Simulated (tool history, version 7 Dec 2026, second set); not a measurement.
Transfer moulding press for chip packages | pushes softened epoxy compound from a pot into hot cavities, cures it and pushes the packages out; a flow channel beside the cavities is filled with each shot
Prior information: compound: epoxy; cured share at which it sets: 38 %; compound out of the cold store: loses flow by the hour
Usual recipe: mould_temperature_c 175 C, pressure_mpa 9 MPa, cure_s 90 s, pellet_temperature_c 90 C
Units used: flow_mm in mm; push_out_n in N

| run | hour | mould_temperature_c | pressure_mpa | cure_s | pellet_temperature_c | incoming compound's hours out of the cold store | flow_mm | push_out_n |
|---|---|---|---|---|---|---|---|---|
| 1 | 0 | 175 | 9 | 90 | 90 | 46.9 | 600 | 573 |
| 2 | 22.3 | 175 | 9 | 99 | 90 | 24.5 | 661 | 653 |
|  | 30.3 | cavities cleaned with cleaning compound and waxed |
| 3 | 48.7 | 175 | 9 | 99 | 90 | 27.5 | 649 | 491 |
| 4 | 68.7 | 175 | 9 | 90 | 90 | 22.8 | 669 | 612 |
| 5 | 83.7 | 175 | 9 | 90 | 90 | 22.4 | 661 | 694 |
|  | 96.3 | cavities cleaned with cleaning compound and waxed |
| 6 | 101.3 | 175 | 9 | 90 | 90 | 36.5 | 613 | 424 |
| 7 | 126.3 | 175 | 9 | 90 | 89 | 38.2 | 608 | 582 |
| 8 | 157.7 | 175 | 9 | 90 | 93 | 16.9 | 669 | 696 |
|  | 162.1 | cavities cleaned with cleaning compound and waxed |
| 9 | 175.2 | 175 | 9 | 90 | 96 | 31.6 | 624 | 482 |
|  | 178.7 | mould's thermocouples calibrated |
| 10 | 202.8 | 167 | 10.18 | 127 | 96 | 33.5 | 676 | 598 |
|  | 226 | plunger's sealing rings changed |
|  | 233.7 | cavities cleaned with cleaning compound and waxed |
| 11 | 235.2 | 169 | 7.95 | 81 | 97 | 40.8 | 628 | 643 |
|  | 261.6 | mould's thermocouples calibrated, once more |
| 12 | 269.4 | 175 | 10.1 | 81 | 97 | 44.9 | 675 | 646 |
|  | 302.8 | cavities cleaned with cleaning compound and waxed |
| 13 | 302.8 | 175 | 8.98 | 103 | 90 | 13 | 741 | 367 |
| 14 | 336.9 | 175 | 8.98 | 103 | 90 | 47.9 | 619 | 557 |
| 15 | 351.8 | 175 | 6.82 | 128 | 90 | 44.5 | 533 | 623 |
|  | 369.2 | cavities cleaned with cleaning compound and waxed |
| 16 | 378.9 | 175 | 9 | 90 | 91 | 28.3 | 663 | 450 |
| 17 | 407.9 | 174 | 7.41 | 130 | 90 | 37.2 | 580 | 537 |

Predict the results of run 18:
| 18 | 425 | 175 | 9 | 127 | 99 | 44.7 | ? | ? |

Logged for run 18: flow_mm 605 mm, push_out_n 623 N.
The same run, on a tool lacking any hidden state, would have yielded flow_mm 632 mm, push_out_n 347 N.
